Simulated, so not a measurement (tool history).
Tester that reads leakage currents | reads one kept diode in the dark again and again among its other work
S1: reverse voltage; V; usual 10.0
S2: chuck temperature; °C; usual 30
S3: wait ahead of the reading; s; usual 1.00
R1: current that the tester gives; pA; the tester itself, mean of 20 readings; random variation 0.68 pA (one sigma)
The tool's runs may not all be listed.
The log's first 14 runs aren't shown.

run	hour	S1	S2	S3	R1
15	1046.6	10.0	30	1.00	266.82
16	1100.6	10.0	30	1.00	267.27
17	1175.7	10.0	30	1.00	268.75
18	1237.6	10.0	30	1.00	270.94
19	1324.6	10.0	30	1.00	273.03
20	1413.8	10.0	30	1.00	276.20
# hour 1437.7: chuck's temperature calibrated
21	1511.5	15.5	31	1.71	324.52
22	1579.6	4.9	44	0.92	471.42
23	1678.7	10.0	51	0.54	1098.90
24	1765.9	10.0	33	0.54	308.99
25	1834.7	10.0	33	0.54	310.81

Run 26 comes next. What will it give?
26	1934.0	4.9	33	2.36	?

R1: 217.33 pA
Without the tool's hidden state the same run would have given R1 201.39 pA.
